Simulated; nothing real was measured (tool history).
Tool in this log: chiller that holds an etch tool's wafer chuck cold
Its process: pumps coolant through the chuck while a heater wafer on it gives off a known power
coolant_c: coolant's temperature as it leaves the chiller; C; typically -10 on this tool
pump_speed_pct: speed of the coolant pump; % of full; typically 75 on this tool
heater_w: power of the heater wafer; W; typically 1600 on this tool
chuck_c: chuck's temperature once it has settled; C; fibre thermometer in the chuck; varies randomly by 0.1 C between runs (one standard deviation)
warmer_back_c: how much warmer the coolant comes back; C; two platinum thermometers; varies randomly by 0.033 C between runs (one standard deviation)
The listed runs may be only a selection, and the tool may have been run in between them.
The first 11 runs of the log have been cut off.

| run | day | coolant_c | pump_speed_pct | heater_w | chuck_c | warmer_back_c |
|---|---|---|---|---|---|---|
| 12 | 29.317 | -10 | 75 | 1600 | 3.4 | 5.35 |
| 13 | 32.462 | -10 | 75 | 1600 | 3.4 | 5.36 |
| 14 | 35.012 | -16 | 75 | 1600 | -2.6 | 5.39 |
| 15 | 37.867 | -16 | 75 | 1600 | -2.5 | 5.42 |
| 16 | 41.575 | -16 | 75 | 1600 | -2.4 | 5.52 |
| 17 | 45.358 | -10 | 75 | 1600 | 3.7 | 5.45 |
|  | 45.733 | coolant pump overhauled |
| 18 | 48.883 | -10 | 60 | 1146 | 1.7 | 5.28 |
| 19 | 51.129 | -10 | 94 | 1600 | 2.5 | 4.58 |
| 20 | 54.075 | -12 | 75 | 2054 | 6.8 | 7.54 |
| 21 | 57.462 | -12 | 75 | 2054 | 6.9 | 7.56 |

Run 22 comes next. What will it give?
| 22 | 59.375 | -10 | 69 | 1600 | ? | ? |

{"run 22": {"chuck_c": 5.2, "warmer_back_c": 6.45}}
The same run, on a tool lacking any hidden state, would have yielded chuck_c 2.3 C, warmer_back_c 5.15 C.
